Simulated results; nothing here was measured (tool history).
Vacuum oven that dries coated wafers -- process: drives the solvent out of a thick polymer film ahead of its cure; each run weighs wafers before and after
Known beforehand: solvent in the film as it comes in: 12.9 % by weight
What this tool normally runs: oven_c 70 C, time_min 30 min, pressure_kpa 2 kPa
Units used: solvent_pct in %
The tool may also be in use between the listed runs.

run    hour  oven_c  time_min  pressure_kpa  solvent_pct
  1       0      70        30             2        2.948
  2      28      70        30             2        2.953
  3      79      70        30             2        2.951
  4   133.3      81        30             2        1.228
  5   167.7      81        30             2        1.242
      181.6  -- oven's thermocouples calibrated
  6   235.4      81        30             2        1.403
  7   281.9      77        30             2        1.944
  8   345.1      70        33             2        2.929
  9   403.4      70        33          1.12        2.508
 10   443.9      70        30             2        3.225
 11   495.5      70        30             2        3.196
 12   559.1      55        30             2        6.748
 13     594      70        16             2         5.32
 14   659.8      70        16          1.22        5.025
 15   693.7      70        16             2        5.298
 16   756.1      70        16             2        5.325
 17   819.7      70        16             2        5.289
 18   874.6      70        16             2         5.28
 19   915.3      70        16             2        5.222
 20     957      70        16             2        5.254
     1000.1  -- oven's thermocouples calibrated
 21  1010.8      70        30          6.51        5.329
 22  1055.1      79        18          6.97        4.582
 23  1095.6      83        18          6.97        3.705
 24  1128.1      58        18           7.3       10.004
 25  1188.5      70        53             2        1.897
 26  1253.9      56        35          5.36        8.288
 27  1305.7      83        39           3.1         1.31
 28  1339.4      83        39           3.1        1.291
     1347.2  -- vacuum gauge cleaned of residue and calibrated
 29  1402.6      70        27             2        3.357
 30  1466.7      70        27             2        3.327
 31    1529      70        51          2.98        2.199
 32  1581.8      70        51          2.98        2.191
 33    1651      58        16          3.88        8.411
 34  1685.9      66        27          7.26        6.631
 35  1736.1      77        28             2        1.915
 36  1791.1      57        28          2.13        6.239
     1818.7  -- oven's thermocouples calibrated
 37  1860.3      57        16          2.13        8.234
 38  1893.8      67        21          4.06        6.149
 39  1952.2      71        52             4        2.831

Forecast each of these 3 alternatives for the next run:
  A  2006.6      79        43          1.29            ?
  B  2006.6      71        45          2.06            ?
  C  2006.6      83        23          3.21            ?

run  solvent_pct
  A        0.908
  B        2.133
  C        2.142
With no hidden state in the tool, these same runs would have given:
run  solvent_pct
  A        0.811
  B        1.984
  C        2.029

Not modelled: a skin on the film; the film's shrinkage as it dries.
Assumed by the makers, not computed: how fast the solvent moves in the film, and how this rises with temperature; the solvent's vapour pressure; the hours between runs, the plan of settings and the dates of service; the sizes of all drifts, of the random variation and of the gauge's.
